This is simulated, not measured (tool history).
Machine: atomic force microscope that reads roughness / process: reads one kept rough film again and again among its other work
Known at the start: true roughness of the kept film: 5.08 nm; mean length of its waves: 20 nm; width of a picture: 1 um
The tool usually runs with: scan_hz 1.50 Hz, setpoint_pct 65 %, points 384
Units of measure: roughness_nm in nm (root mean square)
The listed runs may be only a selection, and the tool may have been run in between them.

Run 1, hour 0.0: usual settings. Result: roughness_nm 2.102 nm (root mean square).
At hour 26.2: new tip fitted.
Run 2, hour 61.0: usual settings. Result: roughness_nm 2.098 nm (root mean square).
At hour 86.7: new tip fitted.
Run 3, hour 125.5: usual settings. Result: roughness_nm 2.026 nm (root mean square).
At hour 144.5: new tip fitted.
Run 4, hour 182.2: usual settings. Result: roughness_nm 2.049 nm (root mean square).
At hour 208.0: new tip fitted.
Run 5, hour 237.3: usual settings. Result: roughness_nm 2.159 nm (root mean square).
At hour 266.2: new tip fitted.
Run 6, hour 297.4: usual settings but points 506. Result: roughness_nm 2.101 nm (root mean square).
At hour 327.4: new tip fitted.
Run 7, hour 360.4: usual settings but points 506. Result: roughness_nm 2.079 nm (root mean square).
At hour 389.7: new tip fitted.
Run 8, hour 399.8: usual settings but points 506. Result: roughness_nm 2.782 nm (root mean square).
At hour 450.1: new tip fitted.
Run 9, hour 450.4: usual settings but scan_hz 1.89 Hz, points 506. Result: roughness_nm 3.048 nm (root mean square).
Run 10, hour 490.0: usual settings but scan_hz 1.89 Hz, points 506. Result: roughness_nm 1.891 nm (root mean square).
At hour 512.5: new tip fitted.
Run 11, hour 547.4: usual settings but scan_hz 1.89 Hz, points 506. Result: roughness_nm 1.938 nm (root mean square).
At hour 573.7: new tip fitted.
Run 12, hour 601.9: usual settings but setpoint_pct 61 %. Result: roughness_nm 2.307 nm (root mean square).
At hour 634.2: new tip fitted.
Run 13, hour 646.7: usual settings but setpoint_pct 61 %. Result: roughness_nm 2.700 nm (root mean square).
At hour 693.8: new tip fitted.
Run 14, hour 709.8: usual settings but setpoint_pct 61 %. Result: roughness_nm 2.598 nm (root mean square).
Run 15, hour 741.9: usual settings but setpoint_pct 61 %. Result: roughness_nm 1.952 nm (root mean square).
At hour 754.7: new tip fitted.
Run 16, hour 804.8: usual settings but points 288. Result: roughness_nm 1.840 nm (root mean square).
At hour 815.5: new tip fitted.
Run 17, hour 862.6: usual settings but points 288. Result: roughness_nm 1.836 nm (root mean square).
At hour 874.6: new tip fitted.
Run 18, hour 894.0: usual settings. Result: roughness_nm 2.461 nm (root mean square).
At hour 935.2: new tip fitted.
Run 19, hour 965.8: usual settings. Result: roughness_nm 2.108 nm (root mean square).
At hour 993.0: new tip fitted.
Run 20, hour 1026.6: usual settings but scan_hz 0.59 Hz, setpoint_pct 75 %, points 973. Result: roughness_nm 2.109 nm (root mean square).
At hour 1052.8: new tip fitted.
Run 21, hour 1081.9: usual settings but scan_hz 2.73 Hz, setpoint_pct 67 %, points 864. Result: roughness_nm 2.087 nm (root mean square).

Estimate the outcome of run 22 from the log above:
At hour 1111.8: new tip fitted.
Run 22, hour 1117.5: usual settings but scan_hz 2.73 Hz, setpoint_pct 67 %, points 864. Result: roughness_nm ?.

Run 22 gave roughness_nm 2.771 nm (root mean square).
Take away the tool's hidden state, keep the run-to-run variation as it was, and the same run would have given roughness_nm 3.034 nm (root mean square).
